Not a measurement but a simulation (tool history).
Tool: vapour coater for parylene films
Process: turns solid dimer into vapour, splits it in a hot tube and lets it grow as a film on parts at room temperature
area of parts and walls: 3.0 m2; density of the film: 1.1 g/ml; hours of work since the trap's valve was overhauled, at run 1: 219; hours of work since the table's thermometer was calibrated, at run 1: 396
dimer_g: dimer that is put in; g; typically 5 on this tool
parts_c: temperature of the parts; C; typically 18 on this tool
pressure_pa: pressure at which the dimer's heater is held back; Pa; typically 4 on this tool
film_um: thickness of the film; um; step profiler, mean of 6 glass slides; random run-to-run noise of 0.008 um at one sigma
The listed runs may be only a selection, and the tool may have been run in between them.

run	hour	dimer_g	parts_c	pressure_pa	hours of work since the trap's valve was overhauled	hours of work since the table's thermometer was calibrated	film_um
1	0	5	18	4	219	396	0.834
2	27.3	5	18	4	232	409	0.821
3	62.3	5	18	4	249	425	0.815
4	105.1	5	18	3.31	269	446	0.854
5	152.3	5	18	3.31	291	468	0.854
# hour 174.7: trap's valve overhauled
6	210.7	2	18	3.31	17	494	0.333
7	274.2	2	18	3.31	47	524	0.339
8	302.1	2	18	3.31	60	537	0.347
9	341.8	2	18	3.31	79	556	0.356
10	374.6	3	18	4	95	572	0.486
11	427.1	9	18	4	120	596	1.499
12	459.2	9	18	4	135	612	1.492
13	509.6	9	18	4	159	635	1.48
14	563	5	18	4	184	661	0.835
15	610.6	2	18	4	206	683	0.324
16	650.8	2	10	4.25	225	702	0.473
17	711.4	3	29	11.08	254	731	0.226
18	755.4	3	29	11.08	275	752	0.239
19	792.3	5	18	2.22	293	769	0.945
# hour 812.9: trap's valve overhauled
20	824.7	5	18	2.22	6	783	0.94
21	879	5	28	3.34	31	809	0.534
22	917.3	7	16	2.1	49	827	1.474
23	968.5	7	16	2.1	74	851	1.469
24	1008.3	7	24	6.41	93	870	0.773
25	1038.9	5	28	3.95	107	884	0.517

Predict the results of run 26:
26	1089.1	5	28	8.12	131	908	?

For run 26 the tool returned film_um 0.442 um.
The same run, on a tool lacking any hidden state, would have yielded film_um 0.444 um.
